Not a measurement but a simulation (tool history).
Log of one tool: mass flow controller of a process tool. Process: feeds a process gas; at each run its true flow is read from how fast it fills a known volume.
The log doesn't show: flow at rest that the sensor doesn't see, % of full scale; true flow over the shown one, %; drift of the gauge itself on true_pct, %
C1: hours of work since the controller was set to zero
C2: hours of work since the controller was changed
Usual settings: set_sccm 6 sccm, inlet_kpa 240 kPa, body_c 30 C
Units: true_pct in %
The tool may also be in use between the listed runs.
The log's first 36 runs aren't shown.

run 37 hour=1916 | set_sccm=18 inlet_kpa=230 body_c=30 | C1=3733 C2=3733 | true_pct=100.33
run 38 hour=1978.6 | set_sccm=18 inlet_kpa=230 body_c=30 | C1=3755 C2=3755 | true_pct=100.42
run 39 hour=2029.5 | set_sccm=18 inlet_kpa=230 body_c=30 | C1=3772 C2=3772 | true_pct=100.39
run 40 hour=2083 | set_sccm=18 inlet_kpa=230 body_c=30 | C1=3791 C2=3791 | true_pct=100.44
run 41 hour=2143.2 | set_sccm=8 inlet_kpa=262 body_c=30 | C1=3812 C2=3812 | true_pct=99.55
run 42 hour=2185.2 | set_sccm=8 inlet_kpa=262 body_c=30 | C1=3826 C2=3826 | true_pct=99.56
run 43 hour=2221.2 | set_sccm=4 inlet_kpa=180 body_c=21 | C1=3839 C2=3839 | true_pct=98.39
run 44 hour=2255.3 | set_sccm=4 inlet_kpa=180 body_c=21 | C1=3851 C2=3851 | true_pct=98.21
run 45 hour=2328.1 | set_sccm=4 inlet_kpa=180 body_c=21 | C1=3876 C2=3876 | true_pct=98.22
run 46 hour=2376.1 | set_sccm=6 inlet_kpa=175 body_c=30 | C1=3892 C2=3892 | true_pct=99.2

5 ways to go on from here, each from the tool as it stands after run 46. What would each give?
run A hour=2440 | set_sccm=6 inlet_kpa=162 body_c=25 | C1=3914 C2=3914 | true_pct=?
run B hour=2440 | set_sccm=5 inlet_kpa=170 body_c=20 | C1=3914 C2=3914 | true_pct=?
run C hour=2440 | set_sccm=6 inlet_kpa=251 body_c=30 | C1=3914 C2=3914 | true_pct=?
run D hour=2440 | set_sccm=4 inlet_kpa=216 body_c=30 | C1=3914 C2=3914 | true_pct=?
run E hour=2440 | set_sccm=6 inlet_kpa=240 body_c=27 | C1=3914 C2=3914 | true_pct=?

run=A true_pct=98.68
run=B true_pct=98.2
run=C true_pct=99.51
run=D true_pct=99.21
run=E true_pct=99.13
Without the tool's hidden state the same runs would have given:
run=A true_pct=98.68
run=B true_pct=98.2
run=C true_pct=99.52
run=D true_pct=99.2
run=E true_pct=99.13

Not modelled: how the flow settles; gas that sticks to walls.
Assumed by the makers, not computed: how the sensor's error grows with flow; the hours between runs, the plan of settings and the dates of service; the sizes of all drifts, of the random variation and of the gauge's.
